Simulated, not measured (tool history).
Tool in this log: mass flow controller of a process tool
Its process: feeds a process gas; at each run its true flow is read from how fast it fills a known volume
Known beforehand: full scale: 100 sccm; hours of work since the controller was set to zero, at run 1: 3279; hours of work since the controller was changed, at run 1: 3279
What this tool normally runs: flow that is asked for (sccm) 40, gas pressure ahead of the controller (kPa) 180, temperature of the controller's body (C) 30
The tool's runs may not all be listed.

run,day,flow that is asked for (sccm),gas pressure ahead of the controller (kPa),temperature of the controller's body (C),hours of work since the controller was set to zero,hours of work since the controller was changed,true flow (%)
1,0.000,40,180,30,3279,3279,96.74
2,9.875,40,180,30,3405,3405,96.65
3,14.233,40,180,30,3460,3460,96.69
4,19.171,40,180,37,3523,3523,95.86
5,27.375,40,180,30,3628,3628,96.66
6,33.254,40,201,30,3702,3702,96.68
7,38.746,40,201,30,3772,3772,96.47
8,47.771,40,180,30,3887,3887,96.47
9,55.754,15,180,30,3989,3989,90.66
10,60.029,15,180,30,4043,4043,90.51
11,64.188,15,180,30,4096,4096,90.40
# day 68.471: controller's zero set anew
12,70.021,15,180,30,20,4170,99.05
13,75.204,15,180,30,86,4236,99.04
14,81.404,62,160,29,165,4315,100.41
15,89.746,62,165,29,271,4421,100.37
16,97.483,62,165,36,369,4520,99.52
17,106.821,75,157,30,488,4639,100.46
18,116.779,66,180,23,615,4765,100.91
19,122.179,16,169,22,684,4834,98.82
20,127.383,16,163,40,750,4900,96.90
21,131.717,16,163,40,805,4955,96.74
22,141.642,14,238,21,931,5082,97.93
23,149.704,35,180,21,1034,5184,99.97
24,154.958,48,148,24,1101,5251,100.38

Below, each run's measurement less what the same run would have read without the hidden state. Both values contain the same run-to-run variation, but the gauge's scatter may not be the same in both:
The hidden state here: flow at rest that the sensor doesn't see, % of full scale; true flow over the shown one, %; drift of the gauge itself on true_pct, %.
run,true flow (%)
1,-1.58
2,-1.64
3,-1.67
4,-1.69
5,-1.74
6,-1.77
7,-1.81
8,-1.86
9,-7.27
10,-7.36
11,-7.46
12,+1.17
13,+1.04
14,+1.28
15,+1.27
16,+1.25
17,+1.27
18,+1.22
19,+0.01
20,-0.09
21,-0.20
22,-0.70
23,+0.66
24,+0.92

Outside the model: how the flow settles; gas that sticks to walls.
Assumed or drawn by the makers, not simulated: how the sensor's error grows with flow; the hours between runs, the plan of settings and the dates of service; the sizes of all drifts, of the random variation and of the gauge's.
